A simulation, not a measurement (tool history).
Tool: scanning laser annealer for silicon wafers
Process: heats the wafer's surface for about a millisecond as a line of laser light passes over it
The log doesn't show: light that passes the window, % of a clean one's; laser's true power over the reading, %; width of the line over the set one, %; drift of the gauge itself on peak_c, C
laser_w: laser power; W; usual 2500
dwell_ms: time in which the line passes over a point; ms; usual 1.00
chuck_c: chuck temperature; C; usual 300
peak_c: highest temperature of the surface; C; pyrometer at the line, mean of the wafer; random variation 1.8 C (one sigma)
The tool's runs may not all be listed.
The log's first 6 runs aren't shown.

run   hour  laser_w  dwell_ms  chuck_c  hours of work since the window was cleaned  hours of work since the power meter was calibrated  hours of work since the optics were aligned  peak_c
  7   76.4     2500      1.00      300                                         367                                                 355                                          723    1032
  8   91.6     2500      1.00      300                                         375                                                 364                                          732    1028
  9  101.1     2500      1.00      300                                         381                                                 369                                          737    1030
 10  110.0     2500      1.00      300                                         386                                                 374                                          742    1029
 11  123.6     2500      0.86      300                                         393                                                 382                                          750     974
 12  138.5     2500      0.86      300                                         402                                                 390                                          758     972
 13  149.9     2500      0.91      300                                         408                                                 397                                          765     993
 14  160.4     2500      0.91      300                                         414                                                 403                                          771     993
 15  174.2     2500      0.91      300                                         422                                                 410                                          779     993
 16  183.7     2500      0.91      300                                         427                                                 416                                          784     991
 17  197.3     2500      1.00      300                                         435                                                 423                                          792    1024
 18  205.9     2500      1.00      300                                         440                                                 428                                          796    1027
 19  222.9     2500      1.00      300                                         449                                                 438                                          806    1024
 20  241.4     2500      1.00      300                                         460                                                 448                                          816    1021
 21  256.4     2738      0.70      295                                         468                                                 457                                          825     956
 22  264.0     2738      0.70      295                                         473                                                 461                                          829     962
 23  277.0     2534      0.85      275                                         480                                                 468                                          837     949

The next listed run, before its measurement:
 24  286.1     2629      1.03      279                                         485                                                 474                                          842       ?

Run 24 gave peak_c 1054 C.
Without the tool's hidden state the same run would have given peak_c 1109 C.

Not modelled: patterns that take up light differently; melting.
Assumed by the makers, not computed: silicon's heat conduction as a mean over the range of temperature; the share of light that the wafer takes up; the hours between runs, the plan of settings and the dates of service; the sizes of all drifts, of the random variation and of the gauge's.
